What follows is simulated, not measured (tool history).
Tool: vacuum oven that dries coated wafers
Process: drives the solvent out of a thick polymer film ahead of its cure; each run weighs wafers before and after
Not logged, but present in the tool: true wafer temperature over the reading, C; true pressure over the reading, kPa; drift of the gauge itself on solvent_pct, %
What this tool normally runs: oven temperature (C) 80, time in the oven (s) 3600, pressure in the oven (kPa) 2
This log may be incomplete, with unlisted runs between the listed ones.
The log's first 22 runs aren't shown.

run	day	oven temperature (C)	time in the oven (s)	pressure in the oven (kPa)	hours of work since the thermocouples were calibrated	hours of work since the vacuum gauge was cleaned of residue	solvent left in the film (%)
# day 9.508: vacuum gauge cleaned of residue and calibrated
23	9.792	80	3600	6.96	136	5	6.26
24	10.133	80	2880	6.96	141	10	7.56
25	10.408	65	2940	3.43	146	15	14.25
26	10.758	65	2940	3.43	151	20	13.97
27	11.154	65	2940	3.43	158	27	13.81
# day 11.796: vacuum gauge cleaned of residue and calibrated, once more
28	11.833	72	3600	2	168	1	9.24
29	12.342	80	3000	2.04	176	9	6.25
30	12.708	80	3000	2.04	182	15	6.35
31	13.05	77	3780	2	187	20	6.58
32	13.667	77	3360	3.15	197	30	7.61
33	14.112	77	4980	3.15	204	37	5.04
34	14.675	73	3600	1.1	213	46	8.75
35	14.988	80	5160	2	218	51	3.15
36	15.521	80	6240	5.37	227	60	3.23
37	15.938	66	2580	1.34	234	67	13.83
38	16.304	69	3600	7.74	239	73	12.21
39	16.875	75	3960	2	249	82	7.25
40	17.438	75	3960	2	258	91	7.46
41	17.958	82	4620	6.67	266	99	3.98
42	18.483	65	2040	3.74	275	108	15.47
43	18.771	80	3360	7.4	279	112	7.01
44	19.117	80	4800	5.28	285	118	4.33
45	19.508	67	3540	2.41	291	124	12.22
46	19.967	67	3540	2.41	298	132	12.06
47	20.458	72	3600	5.84	306	139	10.5

Consider 3 possible next runs. They are alternatives, not a sequence: every one starts from the tool as it was left by run 47. What does each give?
A	21.054	71	3600	5.84	316	149	?
B	21.054	80	2460	1.83	316	149	?
C	21.054	70	2160	5.84	316	149	?

run	solvent left in the film (%)
A	11.22
B	7.67
C	13.75
Without the tool's unlogged condition, the same runs would have read:
run	solvent left in the film (%)
A	10.72
B	7.18
C	13.37

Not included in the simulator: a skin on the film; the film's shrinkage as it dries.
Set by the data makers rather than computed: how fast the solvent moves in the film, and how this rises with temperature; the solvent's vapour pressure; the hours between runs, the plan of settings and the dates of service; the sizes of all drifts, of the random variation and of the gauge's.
